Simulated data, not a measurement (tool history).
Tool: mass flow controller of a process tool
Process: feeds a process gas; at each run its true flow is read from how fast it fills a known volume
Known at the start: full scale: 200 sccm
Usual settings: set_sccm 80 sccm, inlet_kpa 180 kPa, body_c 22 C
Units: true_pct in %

run	day	set_sccm	inlet_kpa	body_c	true_pct
1	0.000	80	180	22	98.19
2	10.471	80	180	25	98.51
3	18.217	80	180	25	98.33
4	25.083	80	180	25	98.22
5	33.304	80	180	26	98.31
6	42.171	80	180	26	98.32
7	47.738	80	180	24	98.04
8	56.033	80	180	24	97.96
9	61.658	80	243	22	97.30
10	68.567	80	243	22	97.19
11	76.829	80	243	22	97.17
12	82.567	48	180	22	97.39
13	92.150	48	180	22	97.42
14	98.312	48	180	22	97.34
15	107.246	80	180	22	97.47
16	114.479	80	180	31	98.22
17	120.183	80	178	22	97.40
18	126.988	80	180	22	97.29
19	135.992	80	180	32	98.15
20	145.954	80	180	22	97.20
21	155.108	80	180	22	97.10
22	162.267	80	180	22	97.09
23	170.258	65	180	22	96.90
24	180.425	65	180	22	96.82

The next listed run, before its measurement:
25	190.283	80	180	22	?

true_pct: 96.89 %
Without the tool's hidden state the same run would have given true_pct 98.37 %.
